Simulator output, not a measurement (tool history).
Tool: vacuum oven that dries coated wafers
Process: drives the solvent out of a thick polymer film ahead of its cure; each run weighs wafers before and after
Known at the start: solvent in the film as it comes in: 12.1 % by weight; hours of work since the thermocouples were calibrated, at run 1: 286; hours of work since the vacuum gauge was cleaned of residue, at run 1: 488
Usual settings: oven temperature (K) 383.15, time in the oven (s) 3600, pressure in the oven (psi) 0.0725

run,day,oven temperature (K),time in the oven (s),pressure in the oven (psi),hours of work since the thermocouples were calibrated,hours of work since the vacuum gauge was cleaned of residue,solvent left in the film (%)
1,0.000,383.15,3600,0.0725,286,488,1.03
2,0.500,372.15,3600,0.0725,294,497,2.97
3,0.950,372.15,3600,0.0725,302,505,2.93
4,1.262,372.15,3600,0.0725,308,510,2.97
5,1.646,372.15,3600,0.0725,314,517,2.93
6,2.121,372.15,3600,0.0618,323,525,2.96
7,2.454,372.15,3600,0.0618,328,531,2.91
8,2.800,372.15,3600,0.0618,334,537,2.92
9,3.333,383.15,3600,0.1086,344,546,1.10
10,3.779,383.15,3600,0.1086,351,554,1.07
11,4.054,383.15,3600,0.1086,356,559,1.02
12,4.621,383.15,3600,0.1086,366,569,1.02
13,5.129,383.15,3600,0.1086,375,578,1.03
14,5.388,380.15,3600,0.0725,380,582,1.38
15,5.679,380.15,3600,0.0725,385,587,1.38
16,6.183,391.15,3600,0.0725,393,596,0.29
17,6.650,391.15,3600,0.0725,401,604,0.33
18,6.883,383.15,3600,0.0725,406,608,0.92
19,7.362,383.15,3600,0.0603,414,616,0.94
20,7.704,383.15,3600,0.0603,420,622,0.94
21,8.071,383.15,3600,0.0603,426,629,0.87
22,8.417,383.15,3600,0.0603,432,635,0.96
23,8.938,383.15,3600,0.0725,441,644,0.93
24,9.312,383.15,5940,0.0725,448,650,0.34
25,9.583,383.15,3600,0.1134,453,655,1.04
26,10.096,385.15,1800,0.0864,462,664,2.42
27,10.517,390.15,3600,0.2177,469,671,0.66
28,10.938,390.15,3600,0.2177,476,679,0.64
29,11.438,383.15,5100,0.0625,485,687,0.47
30,11.971,391.15,2100,0.0725,494,697,1.00
31,12.333,393.15,6060,0.2479,500,703,0.53
32,12.725,385.15,3600,0.0725,507,710,0.73
33,13.154,385.15,4380,0.0725,515,717,0.52
34,13.667,376.15,4380,0.0725,524,726,1.46
35,14.050,370.15,4020,0.0658,530,733,2.95
36,14.488,385.15,4140,0.0505,538,740,0.47
37,15.000,385.15,3840,0.2785,547,749,1.15
38,15.275,387.15,2820,0.2219,552,754,1.22
39,15.796,387.15,2160,0.2219,561,763,1.82
40,16.029,383.15,3600,0.2840,565,767,1.48
41,16.542,375.15,2220,0.0725,574,776,3.89
42,16.938,371.15,3120,0.1363,581,783,3.71
43,17.350,371.15,3120,0.1363,588,790,3.72
44,17.854,371.15,3120,0.1363,597,799,3.76
45,18.408,381.15,3120,0.0692,606,809,1.49
46,18.862,383.15,4920,0.0480,614,817,0.43
47,19.296,383.15,6420,0.1743,622,824,0.60
48,19.825,385.15,2340,0.1002,631,833,1.68

Some steps in solvent left in the film (%) between neighbouring runs. How much of each would the tool show without its hidden state too (settings, what came in, random variation), and how much is left for the hidden state, with any gauge scatter that isn't in both results?
The hidden state here: true wafer temperature over the reading, C; true pressure over the reading, kPa; drift of the gauge itself on solvent_pct, %.
Run 35 -> 36: oven temperature (K) 370.15 -> 385.15, time in the oven (s) 4020 -> 4140, pressure in the oven (psi) 0.0658 -> 0.0505. solvent left in the film (%) -2.48: hidden state +0.08, all else -2.56.
Run 40 -> 41: oven temperature (K) 383.15 -> 375.15, time in the oven (s) 3600 -> 2220, pressure in the oven (psi) 0.2840 -> 0.0725. solvent left in the film (%) +2.41: hidden state -0.08, all else +2.49.
Run 44 -> 45: oven temperature (K) 371.15 -> 381.15, pressure in the oven (psi) 0.1363 -> 0.0692. solvent left in the film (%) -2.27: hidden state +0.04, all else -2.31.
Run 47 -> 48: oven temperature (K) 383.15 -> 385.15, time in the oven (s) 6420 -> 2340, pressure in the oven (psi) 0.1743 -> 0.1002. solvent left in the film (%) +1.08: hidden state -0.11, all else +1.19.

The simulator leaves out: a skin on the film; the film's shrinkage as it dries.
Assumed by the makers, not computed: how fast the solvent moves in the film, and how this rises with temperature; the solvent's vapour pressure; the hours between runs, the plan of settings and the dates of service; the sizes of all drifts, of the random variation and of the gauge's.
